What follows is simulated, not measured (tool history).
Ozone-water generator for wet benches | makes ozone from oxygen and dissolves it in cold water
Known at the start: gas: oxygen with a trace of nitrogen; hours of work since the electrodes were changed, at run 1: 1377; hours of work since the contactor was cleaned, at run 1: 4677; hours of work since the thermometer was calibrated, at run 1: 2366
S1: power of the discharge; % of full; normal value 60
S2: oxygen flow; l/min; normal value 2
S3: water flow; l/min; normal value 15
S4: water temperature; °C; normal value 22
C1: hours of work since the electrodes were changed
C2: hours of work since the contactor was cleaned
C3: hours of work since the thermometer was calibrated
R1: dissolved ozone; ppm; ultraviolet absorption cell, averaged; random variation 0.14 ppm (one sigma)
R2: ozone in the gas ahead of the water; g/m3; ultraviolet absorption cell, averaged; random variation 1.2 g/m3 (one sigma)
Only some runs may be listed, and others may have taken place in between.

{"run": 1, "hour": 0.0, "S1": 60, "S2": 2, "S3": 15, "S4": 22, "C1": 1377, "C2": 4677, "C3": 2366, "R1": 14.5, "R2": 209.8}
{"run": 2, "hour": 34.5, "S1": 60, "S2": 2, "S3": 15, "S4": 22, "C1": 1401, "C2": 4701, "C3": 2390, "R1": 14.6, "R2": 206.7}
{"run": 3, "hour": 78.7, "S1": 60, "S2": 2, "S3": 15, "S4": 22, "C1": 1431, "C2": 4731, "C3": 2420, "R1": 14.5, "R2": 206.8}
{"run": 4, "hour": 119.7, "S1": 60, "S2": 2, "S3": 15, "S4": 22, "C1": 1459, "C2": 4759, "C3": 2448, "R1": 14.6, "R2": 207.7}
{"run": 5, "hour": 157.0, "S1": 60, "S2": 2, "S3": 15, "S4": 22, "C1": 1485, "C2": 4785, "C3": 2474, "R1": 14.4, "R2": 210.9}
{"run": 6, "hour": 207.6, "S1": 60, "S2": 2, "S3": 15, "S4": 22, "C1": 1519, "C2": 4819, "C3": 2508, "R1": 14.6, "R2": 209.6}
{"run": 7, "hour": 264.5, "S1": 60, "S2": 2, "S3": 15, "S4": 22, "C1": 1558, "C2": 4858, "C3": 2547, "R1": 14.5, "R2": 208.9}
{"run": 8, "hour": 298.7, "S1": 60, "S2": 2, "S3": 15, "S4": 22, "C1": 1581, "C2": 4881, "C3": 2570, "R1": 14.4, "R2": 208.5}
{"run": 9, "hour": 343.6, "S1": 52, "S2": 2.91, "S3": 10, "S4": 27, "C1": 1612, "C2": 4912, "C3": 2601, "R1": 18.1, "R2": 163.1}
{"run": 10, "hour": 401.4, "S1": 52, "S2": 2.91, "S3": 10, "S4": 27, "C1": 1652, "C2": 4952, "C3": 2641, "R1": 18.4, "R2": 161.7}
{"run": 11, "hour": 432.6, "S1": 89, "S2": 1.16, "S3": 15, "S4": 25, "C1": 1673, "C2": 4973, "C3": 2662, "R1": 15.2, "R2": 332.6}
{"run": 12, "hour": 460.7, "S1": 68, "S2": 1.88, "S3": 15, "S4": 20, "C1": 1692, "C2": 4992, "C3": 2681, "R1": 15.4, "R2": 230}
{"run": 13, "hour": 517.2, "S1": 60, "S2": 1.1, "S3": 15, "S4": 16, "C1": 1731, "C2": 5031, "C3": 2720, "R1": 12.7, "R2": 273.7}

Alternative continuations, all from the tool just after run 13; predict every row:
{"run": "A", "hour": 552.2, "S1": 60, "S2": 1.03, "S3": 15, "S4": 16, "C1": 1755, "C2": 5055, "C3": 2744, "R1": "?", "R2": "?"}
{"run": "B", "hour": 552.2, "S1": 66, "S2": 2, "S3": 15, "S4": 19, "C1": 1755, "C2": 5055, "C3": 2744, "R1": "?", "R2": "?"}
{"run": "C", "hour": 552.2, "S1": 59, "S2": 2.19, "S3": 24, "S4": 22, "C1": 1755, "C2": 5055, "C3": 2744, "R1": "?", "R2": "?"}
{"run": "D", "hour": 552.2, "S1": 56, "S2": 1.1, "S3": 10, "S4": 16, "C1": 1755, "C2": 5055, "C3": 2744, "R1": "?", "R2": "?"}
{"run": "E", "hour": 552.2, "S1": 57, "S2": 2.83, "S3": 16, "S4": 22, "C1": 1755, "C2": 5055, "C3": 2744, "R1": "?", "R2": "?"}

run=A R1=12.4 R2=283.6
run=B R1=15.7 R2=219.7
run=C R1=9 R2=196.2
run=D R1=18.6 R2=263.6
run=E R1=14 R2=172.6
With no hidden state in the tool, these same runs would have given:
run=A R1=13.5 R2=293.9
run=B R1=17.1 R2=228.1
run=C R1=9.9 R2=203.2
run=D R1=20 R2=272.7
run=E R1=15.3 R2=178.6

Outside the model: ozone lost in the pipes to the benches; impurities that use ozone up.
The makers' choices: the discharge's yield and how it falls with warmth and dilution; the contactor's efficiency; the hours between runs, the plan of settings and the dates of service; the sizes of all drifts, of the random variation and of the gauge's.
